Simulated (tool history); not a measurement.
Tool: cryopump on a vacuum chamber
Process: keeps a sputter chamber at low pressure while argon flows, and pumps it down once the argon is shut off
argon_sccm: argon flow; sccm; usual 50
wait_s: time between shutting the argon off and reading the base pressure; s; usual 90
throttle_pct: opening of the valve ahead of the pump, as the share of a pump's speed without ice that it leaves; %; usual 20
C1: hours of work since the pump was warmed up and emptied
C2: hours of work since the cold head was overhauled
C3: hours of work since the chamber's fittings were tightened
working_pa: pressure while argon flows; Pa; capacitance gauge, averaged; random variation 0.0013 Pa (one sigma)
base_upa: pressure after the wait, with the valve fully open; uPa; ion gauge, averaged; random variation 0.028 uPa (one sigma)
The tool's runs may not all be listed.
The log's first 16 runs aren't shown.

Run 17, day 13.329: usual settings but throttle_pct 19 %; C1 315; C2 315; C3 1188. Result: working_pa 0.3258 Pa, base_upa 2.29 uPa.
Run 18, day 14.071: usual settings but throttle_pct 19 %; C1 323; C2 323; C3 1197. Result: working_pa 0.3249 Pa, base_upa 2.29 uPa.
Run 19, day 15.200: usual settings but argon_sccm 76 sccm, throttle_pct 19 %; C1 337; C2 337; C3 1210. Result: working_pa 0.4915 Pa, base_upa 2.33 uPa.
Run 20, day 15.829: usual settings but argon_sccm 76 sccm, throttle_pct 19 %; C1 344; C2 344; C3 1218. Result: working_pa 0.4906 Pa, base_upa 2.32 uPa.
Run 21, day 16.921: usual settings but wait_s 133 s; C1 357; C2 357; C3 1230. Result: working_pa 0.3095 Pa, base_upa 2.01 uPa.
Run 22, day 17.579: usual settings but wait_s 133 s; C1 365; C2 365; C3 1238. Result: working_pa 0.3106 Pa, base_upa 2.02 uPa.
Run 23, day 18.112: usual settings but argon_sccm 23 sccm, wait_s 289 s; C1 371; C2 371; C3 1245. Result: working_pa 0.1429 Pa, base_upa 1.62 uPa.
Run 24, day 19.358: usual settings but argon_sccm 23 sccm, wait_s 276 s, throttle_pct 58 %; C1 386; C2 386; C3 1259. Result: working_pa 0.0542 Pa, base_upa 1.64 uPa.
Run 25, day 19.988: usual settings but argon_sccm 47 sccm, wait_s 276 s, throttle_pct 33 %; C1 393; C2 393; C3 1267. Result: working_pa 0.1827 Pa, base_upa 1.68 uPa.
Run 26, day 21.046: usual settings but argon_sccm 32 sccm, throttle_pct 54 %; C1 406; C2 406; C3 1279. Result: working_pa 0.0804 Pa, base_upa 2.44 uPa.
Run 27, day 22.021: usual settings but argon_sccm 48 sccm, wait_s 179 s, throttle_pct 29 %; C1 417; C2 417; C3 1291. Result: working_pa 0.2115 Pa, base_upa 1.91 uPa.
Run 28, day 23.175: usual settings but argon_sccm 58 sccm, wait_s 41 s, throttle_pct 49 %; C1 431; C2 431; C3 1304. Result: working_pa 0.1621 Pa, base_upa 3.86 uPa.
Run 29, day 23.775: usual settings but argon_sccm 34 sccm, wait_s 216 s, throttle_pct 42 %; C1 438; C2 438; C3 1311. Result: working_pa 0.1081 Pa, base_upa 1.84 uPa.
Run 30, day 24.842: usual settings but argon_sccm 25 sccm, wait_s 22 s, throttle_pct 46 %; C1 450; C2 450; C3 1324. Result: working_pa 0.0744 Pa, base_upa 5.98 uPa.
Run 31, day 25.479: usual settings but argon_sccm 25 sccm, wait_s 22 s, throttle_pct 46 %; C1 458; C2 458; C3 1331. Result: working_pa 0.0742 Pa, base_upa 6.05 uPa.
At day 26.629: pump warmed up, emptied and cooled again.
Run 32, day 26.838: usual settings but wait_s 103 s, throttle_pct 24 %; C1 2; C2 471; C3 1345. Result: working_pa 0.2493 Pa, base_upa 2.12 uPa.
Run 33, day 27.758: usual settings but argon_sccm 30 sccm, wait_s 103 s, throttle_pct 24 %; C1 13; C2 482; C3 1356. Result: working_pa 0.1507 Pa, base_upa 2.09 uPa.
Run 34, day 28.667: usual settings but argon_sccm 30 sccm, wait_s 103 s, throttle_pct 24 %; C1 24; C2 493; C3 1366. Result: working_pa 0.1493 Pa, base_upa 2.13 uPa.

Forecast each of these 3 alternatives for the next run:
Run A, day 29.292: usual settings but argon_sccm 85 sccm, wait_s 103 s, throttle_pct 19 %; C1 31; C2 500; C3 1374. Result: working_pa ?, base_upa ?.
Run B, day 29.292: usual settings but wait_s 162 s, throttle_pct 39 %; C1 31; C2 500; C3 1374. Result: working_pa ?, base_upa ?.
Run C, day 29.292: usual settings but argon_sccm 30 sccm, wait_s 171 s, throttle_pct 24 %; C1 31; C2 500; C3 1374. Result: working_pa ?, base_upa ?.

run  working_pa  base_upa
  A      0.5339      2.11
  B      0.1527      1.77
  C      0.1486      1.69
Without the tool's hidden state the same runs would have given:
run  working_pa  base_upa
  A      0.5307      1.20
  B      0.1508      0.86
  C      0.1474      0.77

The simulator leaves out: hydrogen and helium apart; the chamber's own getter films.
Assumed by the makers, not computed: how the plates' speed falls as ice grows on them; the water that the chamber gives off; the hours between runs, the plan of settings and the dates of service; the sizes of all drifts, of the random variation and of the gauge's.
